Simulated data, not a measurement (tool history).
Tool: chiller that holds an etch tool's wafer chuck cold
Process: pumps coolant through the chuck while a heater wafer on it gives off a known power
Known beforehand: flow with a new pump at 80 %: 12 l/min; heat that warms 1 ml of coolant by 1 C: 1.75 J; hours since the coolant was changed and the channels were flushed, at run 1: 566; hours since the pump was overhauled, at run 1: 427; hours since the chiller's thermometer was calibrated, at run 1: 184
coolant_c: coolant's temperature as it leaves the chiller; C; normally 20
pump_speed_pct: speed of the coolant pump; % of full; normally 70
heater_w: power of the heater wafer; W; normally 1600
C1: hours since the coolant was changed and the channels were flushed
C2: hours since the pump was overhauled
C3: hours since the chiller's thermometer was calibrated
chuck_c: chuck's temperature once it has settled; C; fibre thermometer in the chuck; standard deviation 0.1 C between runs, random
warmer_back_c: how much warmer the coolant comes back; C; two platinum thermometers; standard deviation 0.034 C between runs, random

{"run": 1, "hour": 0.0, "coolant_c": 20, "pump_speed_pct": 70, "heater_w": 1600, "C1": 566, "C2": 427, "C3": 184, "chuck_c": 33.1, "warmer_back_c": 5.26}
{"run": 2, "hour": 68.1, "coolant_c": 20, "pump_speed_pct": 70, "heater_w": 1600, "C1": 634, "C2": 495, "C3": 252, "chuck_c": 33.2, "warmer_back_c": 5.29}
{"run": 3, "hour": 161.2, "coolant_c": 20, "pump_speed_pct": 70, "heater_w": 1600, "C1": 727, "C2": 588, "C3": 345, "chuck_c": 33, "warmer_back_c": 5.34}
{"run": 4, "hour": 223.4, "coolant_c": 20, "pump_speed_pct": 70, "heater_w": 1600, "C1": 789, "C2": 650, "C3": 408, "chuck_c": 33.3, "warmer_back_c": 5.36}
{"run": 5, "hour": 261.7, "coolant_c": 20, "pump_speed_pct": 70, "heater_w": 1600, "C1": 827, "C2": 688, "C3": 446, "chuck_c": 33, "warmer_back_c": 5.3}
{"run": 6, "hour": 348.7, "coolant_c": 20, "pump_speed_pct": 70, "heater_w": 1600, "C1": 914, "C2": 775, "C3": 533, "chuck_c": 33.2, "warmer_back_c": 5.4}
{"run": 7, "hour": 427.4, "coolant_c": 20, "pump_speed_pct": 70, "heater_w": 1600, "C1": 993, "C2": 854, "C3": 612, "chuck_c": 33.3, "warmer_back_c": 5.41}
{"run": 8, "hour": 493.8, "coolant_c": 20, "pump_speed_pct": 70, "heater_w": 1600, "C1": 1059, "C2": 920, "C3": 678, "chuck_c": 33.1, "warmer_back_c": 5.38}
{"run": 9, "hour": 581.0, "coolant_c": 20, "pump_speed_pct": 74, "heater_w": 1600, "C1": 1147, "C2": 1008, "C3": 765, "chuck_c": 32.7, "warmer_back_c": 5.11}
{"run": 10, "hour": 625.2, "coolant_c": 20, "pump_speed_pct": 70, "heater_w": 1423, "C1": 1191, "C2": 1052, "C3": 810, "chuck_c": 31.8, "warmer_back_c": 4.85}
{"run": 11, "hour": 663.5, "coolant_c": 11, "pump_speed_pct": 62, "heater_w": 1406, "C1": 1229, "C2": 1090, "C3": 848, "chuck_c": 23.6, "warmer_back_c": 5.42}
{"run": 12, "hour": 752.7, "coolant_c": 11, "pump_speed_pct": 62, "heater_w": 1406, "C1": 1318, "C2": 1179, "C3": 937, "chuck_c": 23.7, "warmer_back_c": 5.37}
{"run": 13, "hour": 812.8, "coolant_c": 11, "pump_speed_pct": 62, "heater_w": 1406, "C1": 1378, "C2": 1239, "C3": 997, "chuck_c": 23.8, "warmer_back_c": 5.46}
{"run": 14, "hour": 901.5, "coolant_c": 24, "pump_speed_pct": 70, "heater_w": 1600, "C1": 1467, "C2": 1328, "C3": 1086, "chuck_c": 37.1, "warmer_back_c": 5.45}
{"hour": 950.7, "done": "gauge calibrated"}
{"run": 15, "hour": 984.7, "coolant_c": 20, "pump_speed_pct": 96, "heater_w": 1600, "C1": 1550, "C2": 1411, "C3": 1169, "chuck_c": 30.2, "warmer_back_c": 3.84}
{"run": 16, "hour": 1036.6, "coolant_c": 20, "pump_speed_pct": 96, "heater_w": 1600, "C1": 1602, "C2": 1463, "C3": 1221, "chuck_c": 30.2, "warmer_back_c": 3.79}

Consider 5 possible next runs. They are alternatives, not a sequence: every one starts from the tool as it was left by run 16. What does each give?
{"run": "A", "hour": 1127.8, "coolant_c": 20, "pump_speed_pct": 90, "heater_w": 1600, "C1": 1693, "C2": 1554, "C3": 1312, "chuck_c": "?", "warmer_back_c": "?"}
{"run": "B", "hour": 1127.8, "coolant_c": 20, "pump_speed_pct": 63, "heater_w": 1220, "C1": 1693, "C2": 1554, "C3": 1312, "chuck_c": "?", "warmer_back_c": "?"}
{"run": "C", "hour": 1127.8, "coolant_c": 18, "pump_speed_pct": 70, "heater_w": 1109, "C1": 1693, "C2": 1554, "C3": 1312, "chuck_c": "?", "warmer_back_c": "?"}
{"run": "D", "hour": 1127.8, "coolant_c": 19, "pump_speed_pct": 74, "heater_w": 1403, "C1": 1693, "C2": 1554, "C3": 1312, "chuck_c": "?", "warmer_back_c": "?"}
{"run": "E", "hour": 1127.8, "coolant_c": 17, "pump_speed_pct": 96, "heater_w": 1407, "C1": 1693, "C2": 1554, "C3": 1312, "chuck_c": "?", "warmer_back_c": "?"}

run=A chuck_c=30.9 warmer_back_c=4.03
run=B chuck_c=30.8 warmer_back_c=4.5
run=C chuck_c=27 warmer_back_c=3.65
run=D chuck_c=29.9 warmer_back_c=4.41
run=E chuck_c=26.1 warmer_back_c=3.41
Without the tool's hidden state the same runs would have given:
run=A chuck_c=30.9 warmer_back_c=3.98
run=B chuck_c=30.7 warmer_back_c=4.45
run=C chuck_c=27 warmer_back_c=3.6
run=D chuck_c=29.9 warmer_back_c=4.36
run=E chuck_c=26.1 warmer_back_c=3.36
